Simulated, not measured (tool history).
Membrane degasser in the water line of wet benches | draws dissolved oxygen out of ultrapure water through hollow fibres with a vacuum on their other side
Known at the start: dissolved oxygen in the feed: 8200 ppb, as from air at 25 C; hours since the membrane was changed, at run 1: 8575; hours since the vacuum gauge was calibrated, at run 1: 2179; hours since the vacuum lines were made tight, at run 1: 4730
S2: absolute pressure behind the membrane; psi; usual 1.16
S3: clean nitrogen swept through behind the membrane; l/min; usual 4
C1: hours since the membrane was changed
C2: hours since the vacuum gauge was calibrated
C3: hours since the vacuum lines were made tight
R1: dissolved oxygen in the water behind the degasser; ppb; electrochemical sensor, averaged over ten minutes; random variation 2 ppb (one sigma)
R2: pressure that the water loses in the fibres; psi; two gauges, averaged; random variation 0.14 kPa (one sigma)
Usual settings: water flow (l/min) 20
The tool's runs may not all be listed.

Run 1, hour 0: usual settings; C1 8575; C2 2179; C3 4730. Result: R1 198.2 ppb, R2 5.585 psi.
Run 2, hour 173: usual settings but S3 4.84 l/min; C1 8748; C2 2352; C3 4903. Result: R1 189.9 ppb, R2 5.61 psi.
Run 3, hour 394.1: usual settings; C1 8969; C2 2573; C3 5124. Result: R1 193.9 ppb, R2 5.583 psi.
Run 4, hour 584.7: usual settings but water flow (l/min) 19; C1 9159; C2 2764; C3 5315. Result: R1 174.1 ppb, R2 5.282 psi.
Run 5, hour 714: usual settings but water flow (l/min) 19; C1 9289; C2 2893; C3 5444. Result: R1 175.1 ppb, R2 5.352 psi.
Run 6, hour 877.3: usual settings but water flow (l/min) 23; C1 9452; C2 3057; C3 5607. Result: R1 289.2 ppb, R2 6.456 psi.
Run 7, hour 1085.3: usual settings; C1 9660; C2 3265; C3 5815. Result: R1 197.8 ppb, R2 5.596 psi.
Run 8, hour 1330.7: usual settings; C1 9905; C2 3510; C3 6061. Result: R1 201 ppb, R2 5.542 psi.
Run 9, hour 1548.9: usual settings; C1 10124; C2 3728; C3 6279. Result: R1 199.2 ppb, R2 5.581 psi.
Run 10, hour 1732: usual settings; C1 10307; C2 3911; C3 6462. Result: R1 199.6 ppb, R2 5.538 psi.
Run 11, hour 1956.6: usual settings but water flow (l/min) 19; C1 10531; C2 4136; C3 6687. Result: R1 175.6 ppb, R2 5.291 psi.
Run 12, hour 2085.1: usual settings; C1 10660; C2 4264; C3 6815. Result: R1 201.5 ppb, R2 5.593 psi.
Run 13, hour 2282.1: usual settings; C1 10857; C2 4461; C3 7012. Result: R1 199.1 ppb, R2 5.583 psi.
At hour 2499.3: vacuum gauge calibrated.
Run 14, hour 2499.3: usual settings but S2 1.594 psi; C1 11074; C2 0; C3 7229. Result: R1 232.4 ppb, R2 5.539 psi.
Run 15, hour 2704.3: usual settings but S2 1.594 psi; C1 11279; C2 205; C3 7434. Result: R1 231.9 ppb, R2 5.577 psi.
Run 16, hour 2844.6: usual settings but S2 1.594 psi; C1 11419; C2 345; C3 7574. Result: R1 236.9 ppb, R2 5.584 psi.
Run 17, hour 2995: usual settings but S2 1.594 psi; C1 11569; C2 496; C3 7725. Result: R1 233.8 ppb, R2 5.609 psi.
Run 18, hour 3147.2: usual settings but S2 1.594 psi; C1 11721; C2 648; C3 7877. Result: R1 234.2 ppb, R2 5.584 psi.
Run 19, hour 3368.5: usual settings but water flow (l/min) 23, S2 0.846 psi; C1 11943; C2 869; C3 8098. Result: R1 259.1 ppb, R2 6.435 psi.
Run 20, hour 3555: usual settings but water flow (l/min) 23, S2 0.846 psi, S3 2.33 l/min; C1 12129; C2 1056; C3 8285. Result: R1 283.2 ppb, R2 6.424 psi.
Run 21, hour 3762.1: usual settings but water flow (l/min) 23, S2 0.846 psi, S3 2.33 l/min; C1 12336; C2 1263; C3 8492. Result: R1 279 ppb, R2 6.445 psi.
Run 22, hour 3918.6: usual settings but water flow (l/min) 23, S2 0.846 psi, S3 2.33 l/min; C1 12493; C2 1419; C3 8648. Result: R1 283.6 ppb, R2 6.421 psi.
Run 23, hour 4151.6: usual settings but water flow (l/min) 13, S2 2.209 psi, S3 8.73 l/min; C1 12726; C2 1652; C3 8881. Result: R1 69.2 ppb, R2 3.63 psi.
Run 24, hour 4304.6: usual settings but water flow (l/min) 16, S2 2.209 psi, S3 10.22 l/min; C1 12879; C2 1805; C3 9034. Result: R1 108.3 ppb, R2 4.445 psi.
Run 25, hour 4417.1: usual settings but water flow (l/min) 19, S3 10.92 l/min; C1 12991; C2 1918; C3 9147. Result: R1 139.8 ppb, R2 5.324 psi.
Run 26, hour 4568: usual settings but S2 0.703 psi, S3 2.38 l/min; C1 13142; C2 2069; C3 9298. Result: R1 173.6 ppb, R2 5.635 psi.
Run 27, hour 4709.8: usual settings but water flow (l/min) 22, S2 1.856 psi, S3 3.53 l/min; C1 13284; C2 2210; C3 9439. Result: R1 330.8 ppb, R2 6.148 psi.
Run 28, hour 4917.5: usual settings but water flow (l/min) 22, S2 1.856 psi, S3 3.53 l/min; C1 13492; C2 2418; C3 9647. Result: R1 329.7 ppb, R2 6.134 psi.
Run 29, hour 5064.8: usual settings but water flow (l/min) 17, S2 2.094 psi, S3 2.74 l/min; C1 13639; C2 2565; C3 9794. Result: R1 246.5 ppb, R2 4.767 psi.
Run 30, hour 5202.4: usual settings but water flow (l/min) 21, S2 1.157 psi; C1 13777; C2 2703; C3 9932. Result: R1 223.8 ppb, R2 5.855 psi.
Run 31, hour 5359.9: usual settings but water flow (l/min) 30; C1 13934; C2 2861; C3 10089. Result: R1 535.9 ppb, R2 8.377 psi.
Run 32, hour 5576.8: usual settings but water flow (l/min) 30; C1 14151; C2 3077; C3 10306. Result: R1 536.2 ppb, R2 8.438 psi.

4 ways to go on from here, each from the tool as it stands after run 32. What would each give?
Run A, hour 5741: usual settings but water flow (l/min) 30, S3 5.17 l/min; C1 14315; C2 3242; C3 10471. Result: R1 ?, R2 ?.
Run B, hour 5741: usual settings but water flow (l/min) 13, S2 2.003 psi; C1 14315; C2 3242; C3 10471. Result: R1 ?, R2 ?.
Run C, hour 5741: usual settings but S2 1.594 psi, S3 3.97 l/min; C1 14315; C2 3242; C3 10471. Result: R1 ?, R2 ?.
Run D, hour 5741: usual settings but water flow (l/min) 30, S2 2.341 psi; C1 14315; C2 3242; C3 10471. Result: R1 ?, R2 ?.

run     R1     R2
  A  517.9  8.405
  B  107.8  3.601
  C  232.5  5.555
  D  669.2  8.372
Without the tool's hidden state the same runs would have given:
run     R1     R2
  A    516  8.395
  B  107.6  3.595
  C  231.6  5.546
  D  667.3   8.36
